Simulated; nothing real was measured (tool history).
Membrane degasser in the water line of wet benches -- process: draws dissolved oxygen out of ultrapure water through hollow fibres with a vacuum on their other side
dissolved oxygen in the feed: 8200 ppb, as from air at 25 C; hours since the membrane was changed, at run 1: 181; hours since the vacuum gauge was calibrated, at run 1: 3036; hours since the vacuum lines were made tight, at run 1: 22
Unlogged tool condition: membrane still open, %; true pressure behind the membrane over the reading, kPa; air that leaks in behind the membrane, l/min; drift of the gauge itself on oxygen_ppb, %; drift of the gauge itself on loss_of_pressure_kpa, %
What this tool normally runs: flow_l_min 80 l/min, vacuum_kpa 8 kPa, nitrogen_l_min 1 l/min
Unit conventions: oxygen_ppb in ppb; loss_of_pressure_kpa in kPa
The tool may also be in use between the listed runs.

run      day  flow_l_min  vacuum_kpa  nitrogen_l_min  hours since the membrane was changed  hours since the vacuum gauge was calibrated  hours since the vacuum lines were made tight  oxygen_ppb  loss_of_pressure_kpa
  1        0          80           8               1                                   181                                         3036                                            22       903.1                  66.8
  2    2.175          80           8               1                                   233                                         3088                                            74       891.4                 66.39
  3    6.088          80       11.05               1                                   327                                         3182                                           168        1221                 66.38
  4    9.254          80       11.05               1                                   403                                         3258                                           244      1199.4                 66.42
  5   11.438          80       14.02               1                                   455                                         3311                                           297      1514.8                 66.41
  6    13.85          80        7.66               1                                   513                                         3368                                           355       857.9                 66.76
  7   19.138          80        7.66               1                                   640                                         3495                                           481       862.4                 66.47
  8   22.254          80        9.97               1                                   715                                         3570                                           556      1139.6                 66.56
  9   24.604          80        9.97               1                                   771                                         3627                                           613      1139.3                 66.43
 10   27.654          67        9.97               1                                   844                                         3700                                           686       930.9                  55.7
 11   30.979          64           8               1                                   924                                         3780                                           766       736.5                 53.73
 12   34.379          64           8               1                                  1006                                         3861                                           847       729.4                 53.08
 13   37.517          64           8            0.76                                  1081                                         3936                                           923       836.9                 53.47
 14   42.079          80           8               1                                  1191                                         4046                                          1032       907.2                 66.72
 15   45.654          80           8            1.51                                  1276                                         4132                                          1118       742.8                 66.85
 16   50.312          80           8            0.53                                  1388                                         4244                                          1230      1171.5                 66.68
 17   53.746          80           8            0.58                                  1471                                         4326                                          1312      1131.7                 67.15
 18   56.779          80        18.4            0.58                                  1543                                         4399                                          1385      2564.5                 67.12
 19   60.329          80        18.4            0.58                                  1629                                         4484                                          1470      2476.6                 66.61
 20   63.325          80        18.4            0.58                                  1701                                         4556                                          1542      2529.5                 66.55
 21   66.975          67        5.66            0.58                                  1788                                         4643                                          1630       626.1                 55.86
 22   71.208          67        5.66            0.58                                  1890                                         4745                                          1731       629.2                 56.38
 23   74.025          64       18.93             0.8                                  1957                                         4813                                          1799      1948.7                 53.24
 24   77.412          73       18.93             0.8                                  2039                                         4894                                          1880      2096.8                 60.97
 25   81.846          80        9.84            2.72                                  2145                                         5000                                          1986       693.3                 66.95
 26   85.896          80        9.84            2.72                                  2242                                         5098                                          2084       695.1                 66.89
 27    90.85         100        8.81            1.56                                  2361                                         5216                                          2203      1041.9                 83.66
 28   94.121          85        4.99               1                                  2440                                         5295                                          2281       616.4                 70.85
 29   98.921          80       16.09               1                                  2555                                         5410                                          2396      1770.4                 66.69
 30  101.238          80       16.09               1                                  2610                                         5466                                          2452      1734.8                 67.25
 31  104.483          80       16.09            1.57                                  2688                                         5544                                          2530      1393.6                 66.98
 32  107.438          50        5.99            0.46                                  2759                                         5615                                          2601       595.3                    42

Some steps in oxygen_ppb between neighbouring runs. How much of each would the tool show without its hidden state too (settings, what came in, random variation), and how much is left for the hidden state, with any gauge scatter that isn't in both results?
Run 15 -> 16: nitrogen_l_min 1.51 -> 0.53. oxygen_ppb +428.7 ppb: hidden state +18.2, all else +410.5.
Run 17 -> 18: vacuum_kpa 8 -> 18.4. oxygen_ppb +1432.8 ppb: hidden state -9.7, all else +1442.5.
Run 20 -> 21: flow_l_min 80 -> 67, vacuum_kpa 18.4 -> 5.66. oxygen_ppb -1903.4 ppb: hidden state +10.3, all else -1913.7.
Run 22 -> 23: flow_l_min 67 -> 64, vacuum_kpa 5.66 -> 18.93, nitrogen_l_min 0.58 -> 0.8. oxygen_ppb +1319.5 ppb: hidden state -15.9, all else +1335.4.
Run 24 -> 25: flow_l_min 73 -> 80, vacuum_kpa 18.93 -> 9.84, nitrogen_l_min 0.8 -> 2.72. oxygen_ppb -1403.5 ppb: hidden state -8, all else -1395.5.
Run 31 -> 32: flow_l_min 80 -> 50, vacuum_kpa 16.09 -> 5.99, nitrogen_l_min 1.57 -> 0.46. oxygen_ppb -798.3 ppb: hidden state +20.8, all else -819.1.
